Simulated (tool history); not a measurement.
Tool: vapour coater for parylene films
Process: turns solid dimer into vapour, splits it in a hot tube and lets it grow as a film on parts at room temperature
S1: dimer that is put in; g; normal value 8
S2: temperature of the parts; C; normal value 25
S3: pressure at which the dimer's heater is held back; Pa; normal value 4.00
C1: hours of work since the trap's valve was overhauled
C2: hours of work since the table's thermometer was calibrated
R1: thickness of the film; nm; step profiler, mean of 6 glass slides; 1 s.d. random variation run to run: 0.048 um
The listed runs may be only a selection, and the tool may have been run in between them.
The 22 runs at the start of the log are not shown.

Run 23, day 14.354: usual settings but S1 7 g, S2 19 C, S3 10.75 Pa; C1 26; C2 312. Result: R1 6100 nm.
Run 24, day 14.888: usual settings but S2 32 C, S3 8.10 Pa; C1 34; C2 320. Result: R1 3910 nm.
Run 25, day 15.725: usual settings but S2 26 C, S3 2.13 Pa; C1 47; C2 332. Result: R1 5890 nm.
Run 26, day 16.204: usual settings but S1 6 g, S2 30 C; C1 54; C2 340. Result: R1 3430 nm.
Run 27, day 16.929: usual settings but S2 21 C, S3 2.57 Pa; C1 65; C2 351. Result: R1 7340 nm.
Run 28, day 17.617: usual settings but S1 12 g, S3 5.52 Pa; C1 76; C2 361. Result: R1 8430 nm.
Run 29, day 18.171: usual settings but S1 9 g, S3 2.53 Pa; C1 84; C2 369. Result: R1 6820 nm.
Run 30, day 18.621: usual settings but S1 9 g, S3 2.53 Pa; C1 91; C2 376. Result: R1 6910 nm.
Run 31, day 19.250: usual settings but S1 14 g, S2 18 C, S3 5.63 Pa; C1 100; C2 386. Result: R1 13560 nm.
Run 32, day 19.779: usual settings but S1 14 g, S2 18 C, S3 3.72 Pa; C1 108; C2 394. Result: R1 14350 nm.
Run 33, day 20.217: usual settings but S1 4 g, S2 18 C, S3 3.72 Pa; C1 115; C2 400. Result: R1 4160 nm.
Run 34, day 20.979: usual settings but S1 12 g, S3 3.46 Pa; C1 126; C2 412. Result: R1 8840 nm.
Run 35, day 21.412: usual settings but S1 13 g; C1 133; C2 418. Result: R1 9470 nm.
Run 36, day 22.162: usual settings but S1 13 g; C1 144; C2 430. Result: R1 9460 nm.

5 options for the next run, each taken on its own from the tool as it stands now. Forecast them:
Run A, day 22.708: usual settings but S1 3 g, S2 23 C, S3 8.81 Pa; C1 153; C2 438. Result: R1 ?.
Run B, day 22.708: usual settings but S2 35 C; C1 153; C2 438. Result: R1 ?.
Run C, day 22.708: usual settings but S3 5.59 Pa; C1 153; C2 438. Result: R1 ?.
Run D, day 22.708: usual settings but S1 5 g; C1 153; C2 438. Result: R1 ?.
Run E, day 22.708: usual settings but S1 14 g, S3 3.20 Pa; C1 153; C2 438. Result: R1 ?.

run     R1
  A   2190
  B   3610
  C   5610
  D   3600
  E  10520
With no hidden state in the tool, these same runs would have given:
run     R1
  A   2200
  B   3620
  C   5610
  D   3600
  E  10530

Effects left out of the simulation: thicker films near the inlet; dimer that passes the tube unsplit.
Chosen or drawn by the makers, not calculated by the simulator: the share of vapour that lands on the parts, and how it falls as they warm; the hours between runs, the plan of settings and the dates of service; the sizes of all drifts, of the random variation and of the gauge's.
